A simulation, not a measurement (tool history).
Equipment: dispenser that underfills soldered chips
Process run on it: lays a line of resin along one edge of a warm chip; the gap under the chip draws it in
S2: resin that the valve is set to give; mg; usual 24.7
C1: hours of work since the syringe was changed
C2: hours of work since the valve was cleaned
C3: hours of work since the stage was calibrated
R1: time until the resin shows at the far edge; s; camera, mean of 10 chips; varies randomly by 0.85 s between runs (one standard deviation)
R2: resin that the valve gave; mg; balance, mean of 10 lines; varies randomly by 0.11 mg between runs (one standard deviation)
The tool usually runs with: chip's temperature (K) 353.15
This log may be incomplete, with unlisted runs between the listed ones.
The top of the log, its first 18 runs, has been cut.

Run 19, hour 83.9: usual settings but chip's temperature (K) 350.15, S2 26.7 mg; C1 6; C2 11; C3 119. Result: R1 129.8 s, R2 26.61 mg.
Run 20, hour 88.6: usual settings but chip's temperature (K) 361.15, S2 23.9 mg; C1 9; C2 14; C3 121. Result: R1 115.8 s, R2 23.78 mg.
At hour 91.4: new syringe of resin.
Run 21, hour 94.8: usual settings but chip's temperature (K) 362.15, S2 25.8 mg; C1 2; C2 18; C3 125. Result: R1 72.7 s, R2 25.58 mg.
Run 22, hour 97.8: usual settings but chip's temperature (K) 362.15, S2 25.8 mg; C1 4; C2 20; C3 127. Result: R1 82.7 s, R2 25.67 mg.
Run 23, hour 104.2: usual settings but chip's temperature (K) 362.15, S2 29.4 mg; C1 8; C2 24; C3 131. Result: R1 106.9 s, R2 29.05 mg.
At hour 108.2: new syringe of resin.
Run 24, hour 111.3: usual settings but chip's temperature (K) 351.15, S2 31.9 mg; C1 2; C2 28; C3 135. Result: R1 95.8 s, R2 31.49 mg.
Run 25, hour 115.7: usual settings but chip's temperature (K) 348.15, S2 27.1 mg; C1 5; C2 31; C3 138. Result: R1 128 s, R2 26.28 mg.
Run 26, hour 119.3: usual settings but chip's temperature (K) 365.15, S2 22.3 mg; C1 7; C2 33; C3 140. Result: R1 94.1 s, R2 21.85 mg.
At hour 124.8: new syringe of resin.
Run 27, hour 125.4: usual settings but chip's temperature (K) 352.15, S2 23.8 mg; C1 0; C2 37; C3 144. Result: R1 87.8 s, R2 23.32 mg.
Run 28, hour 131: usual settings but chip's temperature (K) 352.15, S2 23.8 mg; C1 4; C2 40; C3 147. Result: R1 109.3 s, R2 23.06 mg.
Run 29, hour 135.3: usual settings but chip's temperature (K) 349.15; C1 6; C2 43; C3 150. Result: R1 141.8 s, R2 23.87 mg.
Run 30, hour 138.7: usual settings but chip's temperature (K) 343.15, S2 23 mg; C1 9; C2 45; C3 152. Result: R1 201 s, R2 22.25 mg.
At hour 141.2: new syringe of resin.
Run 31, hour 145.4: usual settings but chip's temperature (K) 359.15, S2 24.9 mg; C1 3; C2 49; C3 156. Result: R1 82 s, R2 24.07 mg.
Run 32, hour 148.4: usual settings but chip's temperature (K) 366.15, S2 24.9 mg; C1 4; C2 51; C3 158. Result: R1 75.8 s, R2 24.13 mg.
Run 33, hour 152.5: usual settings but chip's temperature (K) 366.15, S2 24.9 mg; C1 7; C2 53; C3 160. Result: R1 90.1 s, R2 24.05 mg.
Run 34, hour 156.5: usual settings but chip's temperature (K) 355.15; C1 9; C2 56; C3 163. Result: R1 148.3 s, R2 23.8 mg.
At hour 157.8: new syringe of resin.
Run 35, hour 160.5: usual settings but chip's temperature (K) 364.15, S2 30.1 mg; C1 2; C2 58; C3 165. Result: R1 66.2 s, R2 28.8 mg.

Here are 3 independent what-if runs from the current tool condition. What would each one return?
Run A, hour 166.9: usual settings but S2 26.7 mg; C1 6; C2 62; C3 169. Result: R1 ?, R2 ?.
Run B, hour 166.9: usual settings but S2 29.5 mg; C1 6; C2 62; C3 169. Result: R1 ?, R2 ?.
Run C, hour 166.9: usual settings but chip's temperature (K) 355.15, S2 24.3 mg; C1 6; C2 62; C3 169. Result: R1 ?, R2 ?.

run     R1     R2
  A  119.8  25.49
  B  118.2  28.35
  C    113  23.14
Stripped of hidden state, with their random variation kept, the same runs would have yielded:
run    R1     R2
  A  79.3  26.65
  B  78.3  29.65
  C  74.6   24.2
